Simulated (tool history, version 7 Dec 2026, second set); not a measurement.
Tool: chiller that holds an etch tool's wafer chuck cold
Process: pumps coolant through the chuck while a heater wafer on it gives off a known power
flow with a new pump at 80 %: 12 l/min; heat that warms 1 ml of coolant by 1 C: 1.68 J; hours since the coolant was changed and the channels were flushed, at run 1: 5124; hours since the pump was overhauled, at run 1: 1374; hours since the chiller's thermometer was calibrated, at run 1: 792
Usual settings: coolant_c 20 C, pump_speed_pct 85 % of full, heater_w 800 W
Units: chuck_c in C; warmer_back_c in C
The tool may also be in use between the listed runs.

run    hour  coolant_c  pump_speed_pct  heater_w  hours since the coolant was changed and the channels were flushed  hours since the pump was overhauled  hours since the chiller's thermometer was calibrated  chuck_c  warmer_back_c
  1     0.0         20              85       800                                                               5124                                 1374                                                   792     28.8           2.21
  2    36.5         20              85       800                                                               5160                                 1410                                                   828     28.6           2.18
  3    69.0         20              85       800                                                               5193                                 1443                                                   861     28.6           2.12
  4   107.4         20              85       800                                                               5231                                 1481                                                   899     28.5           2.14
  5   141.1         20              85       800                                                               5265                                 1515                                                   933     28.6           2.07
  6   177.4         19              85       800                                                               5301                                 1551                                                   969     27.5           2.07
  7   200.6         19              85       800                                                               5324                                 1574                                                   992     27.6           2.03
  8   235.0         20              85       800                                                               5359                                 1609                                                  1027     28.9           1.94
  9   257.6         20              85       800                                                               5381                                 1631                                                  1049     28.7           2.02
 10   305.3         14              85       800                                                               5429                                 1679                                                  1097     22.7           1.89
 11   340.0         20              85       698                                                               5464                                 1714                                                  1132     27.5           1.66
 12   364.1         20              85       698                                                               5488                                 1738                                                  1156     27.8           1.52
 13   411.6         20              85       698                                                               5535                                 1785                                                  1203     27.6           1.54
      416.0  -- gauge calibrated
 14   455.7         20              85       720                                                               5579                                 1829                                                  1247     27.8           1.93
 15   500.3         20              85       720                                                               5624                                 1874                                                  1292     27.9           1.92
 16   533.8         20              85       720                                                               5658                                 1908                                                  1325     27.8           1.90
 17   575.0         15              85       800                                                               5699                                 1949                                                  1367     23.7           2.03
 18   617.9         15              75       790                                                               5742                                 1992                                                  1410     24.4           2.33
 19   658.2         17              86      1090                                                               5782                                 2032                                                  1450     28.7           2.72
 20   691.7         25              61      1090                                                               5815                                 2065                                                  1483     39.5           4.17
 21   716.7         11              79       481                                                               5840                                 2090                                                  1508     16.5           1.18
 22   763.5         17              85       414                                                               5887                                 2137                                                  1555     21.5           0.85
 23   800.0         14              62       800                                                               5924                                 2174                                                  1592     24.5           2.82
 24   827.5         27              65      1092                                                               5951                                 2201                                                  1619     41.1           3.74
 25   854.3         10              81      1092                                                               5978                                 2228                                                  1646     22.3           2.77
 26   892.2         17              69      1178                                                               6016                                 2266                                                  1684     31.5           3.77
 27   916.9         16              69      1178                                                               6041                                 2291                                                  1709     30.6           3.72
 28   961.1         20              85       935                                                               6085                                 2335                                                  1753     30.2           2.11
 29  1004.2         20              66       979                                                               6128                                 2378                                                  1796     32.3           3.10
 30  1051.5         14              94       539                                                               6175                                 2425                                                  1843     19.4           0.73
 31  1082.2         14              94       462                                                               6206                                 2456                                                  1874     18.8           0.50

Forecast each of these 3 alternatives for the next run:
  A  1104.6         18              77       800                                                               6228                                 2478                                                  1896        ?              ?
  B  1104.6         23              77       648                                                               6228                                 2478                                                  1896        ?              ?
  C  1104.6         14              94       617                                                               6228                                 2478                                                  1896        ?              ?

run  chuck_c  warmer_back_c
  A     27.2           1.78
  B     30.3           1.32
  C     20.4           0.86
Without the tool's hidden state the same runs would have given:
run  chuck_c  warmer_back_c
  A     27.1           2.44
  B     30.2           1.98
  C     20.4           1.51
